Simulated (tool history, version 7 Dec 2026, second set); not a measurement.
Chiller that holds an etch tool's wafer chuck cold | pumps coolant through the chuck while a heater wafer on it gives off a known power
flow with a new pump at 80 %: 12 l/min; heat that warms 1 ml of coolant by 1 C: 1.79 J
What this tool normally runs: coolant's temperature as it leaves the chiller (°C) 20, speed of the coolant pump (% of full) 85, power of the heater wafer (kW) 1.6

run   hour  coolant's temperature as it leaves the chiller (°C)  speed of the coolant pump (% of full)  power of the heater wafer (kW)  chuck's temperature once it has settled (°C)  how much warmer the coolant comes back (C)
  1      0                                                   20                                     85                             1.6                                          34.5                                        4.17
  2   38.6                                                   20                                     85                             1.6                                          34.6                                        4.23
  3   55.2                                                   20                                     85                             1.6                                          34.6                                        4.24
  4   92.9                                                   20                                     85                             1.6                                          34.4                                         4.3
  5  129.7                                                   20                                     85                           0.907                                          28.3                                        2.49
  6    153                                                   20                                     85                             1.6                                          34.3                                        4.34
  7  192.5                                                   20                                     85                             1.6                                          34.4                                        4.35
  8  218.1                                                   20                                     84                             1.6                                          34.4                                        4.45
  9  250.3                                                   20                                     84                             1.6                                          34.9                                        4.49
 10  276.7                                                   20                                     85                             1.6                                          34.4                                        4.45
 11  299.2                                                   20                                     85                             1.6                                          34.5                                        4.43
 12  320.7                                                   20                                     85                             1.6                                          34.4                                        4.46
 13  341.1                                                   20                                     85                             1.6                                          34.5                                        4.51
 14  359.2                                                   20                                     85                             1.6                                          34.5                                        4.53
 15    398                                                   20                                     85                             1.6                                          34.4                                        4.59
 16    430                                                   20                                     85                             1.6                                          34.3                                        4.62
 17  457.2                                                   15                                     77                           0.873                                          23.4                                        2.97
 18  497.9                                                   29                                     74                           2.235                                          51.5                                        6.89
 19  538.9                                                   11                                     76                           1.573                                          26.4                                        4.67
 20  558.7                                                   14                                     65                           1.589                                          31.8                                        5.61
 21  576.5                                                   14                                     65                           1.589                                          31.9                                        5.62
 22  615.5                                                   24                                     85                             1.6                                          38.5                                        4.31
 23  635.2                                                   20                                     66                           0.815                                          28.9                                         2.9
 24    657                                                   20                                     75                           0.806                                          28.1                                        2.59
 25  693.1                                                   13                                     85                             1.6                                          27.4                                        4.36
 26  717.5                                                   16                                     85                             1.6                                          30.3                                        4.42
 27  753.6                                                   10                                     87                           1.696                                          25.1                                        4.58
 28  790.9                                                   10                                     87                           1.696                                          25.1                                        4.65
 29  827.6                                                   10                                     87                           1.696                                            25                                        4.61
 30  864.9                                                   10                                     87                           1.696                                          25.1                                        4.69
 31  902.3                                                   10                                     87                           1.696                                          25.1                                        4.71
 32  927.1                                                   23                                     95                           1.678                                          36.7                                         4.3

The log once held 1 entry between its listed runs, left out of this copy. Where does each go, and what is different about the tool's unlogged condition between the listed run before it and the listed run after it?
Runs 17 to 18: gauge calibrated (hour 483.6)
  drift of the gauge itself on warmer_back_c, C: 0.41 -> 0.01
  difference, measured minus the result without the unlogged condition, how much warmer the coolant comes back (C): +0.4 -> +0.02
